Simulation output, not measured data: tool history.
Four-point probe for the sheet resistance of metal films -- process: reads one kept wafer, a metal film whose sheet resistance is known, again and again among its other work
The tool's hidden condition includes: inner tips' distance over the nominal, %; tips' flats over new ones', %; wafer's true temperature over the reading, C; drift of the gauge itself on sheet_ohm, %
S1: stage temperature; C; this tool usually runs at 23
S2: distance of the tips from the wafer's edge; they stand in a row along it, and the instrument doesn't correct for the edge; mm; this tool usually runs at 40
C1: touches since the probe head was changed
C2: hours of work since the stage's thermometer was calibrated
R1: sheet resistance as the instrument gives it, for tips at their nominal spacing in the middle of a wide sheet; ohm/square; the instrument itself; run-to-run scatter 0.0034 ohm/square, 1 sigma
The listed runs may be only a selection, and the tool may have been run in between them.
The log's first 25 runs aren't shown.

run 26 hour=413.9 | S1=23 S2=9 | C1=14880 C2=2461 | R1=16.754858
run 27 hour=434.0 | S1=23 S2=21 | C1=15193 C2=2473 | R1=16.716880
run 28 hour=458.1 | S1=23 S2=21 | C1=15566 C2=2487 | R1=16.707772
run 29 hour=481.1 | S1=23 S2=22 | C1=15922 C2=2501 | R1=16.708249
run 30 hour=498.6 | S1=24 S2=40 | C1=16194 C2=2511 | R1=16.705048
run 31 hour=517.5 | S1=26 S2=5 | C1=16488 C2=2522 | R1=16.839892
run 32 hour=535.7 | S1=20 S2=51 | C1=16770 C2=2533 | R1=16.716084
run 33 hour=554.2 | S1=28 S2=15 | C1=17057 C2=2544 | R1=16.707685
run 34 hour=574.1 | S1=34 S2=18 | C1=17365 C2=2556 | R1=16.688784
run 35 hour=595.1 | S1=21 S2=9 | C1=17691 C2=2568 | R1=16.753385
run 36 hour=615.0 | S1=21 S2=9 | C1=17999 C2=2580 | R1=16.752882
run 37 hour=632.2 | S1=20 S2=51 | C1=18266 C2=2590 | R1=16.711409
run 38 hour=644.8 | S1=29 S2=27 | C1=18462 C2=2598 | R1=16.694902
run 39 hour=663.1 | S1=29 S2=58 | C1=18746 C2=2609 | R1=16.686488
run 40 hour=681.8 | S1=29 S2=58 | C1=19035 C2=2620 | R1=16.687392
run 41 hour=694.2 | S1=29 S2=58 | C1=19227 C2=2627 | R1=16.686731
run 42 hour=715.6 | S1=24 S2=11 | C1=19560 C2=2640 | R1=16.730148
run 43 hour=739.0 | S1=24 S2=11 | C1=19922 C2=2653 | R1=16.731373
run 44 hour=763.3 | S1=20 S2=30 | C1=20299 C2=2668 | R1=16.704925
run 45 hour=776.3 | S1=20 S2=30 | C1=20501 C2=2676 | R1=16.706327

Each row is a separate what-if for the run after 45, all from the same tool condition, not one after another. Results?
run A hour=800.5 | S1=23 S2=25 | C1=20875 C2=2690 | R1=?
run B hour=800.5 | S1=20 S2=52 | C1=20875 C2=2690 | R1=?
run C hour=800.5 | S1=26 S2=31 | C1=20875 C2=2690 | R1=?
run D hour=800.5 | S1=32 S2=9 | C1=20875 C2=2690 | R1=?

run=A R1=16.711481
run=B R1=16.706687
run=C R1=16.698936
run=D R1=16.715497
Without the tool's hidden state the same runs would have given:
run=A R1=16.793632
run=B R1=16.789066
run=C R1=16.780780
run=D R1=16.796934

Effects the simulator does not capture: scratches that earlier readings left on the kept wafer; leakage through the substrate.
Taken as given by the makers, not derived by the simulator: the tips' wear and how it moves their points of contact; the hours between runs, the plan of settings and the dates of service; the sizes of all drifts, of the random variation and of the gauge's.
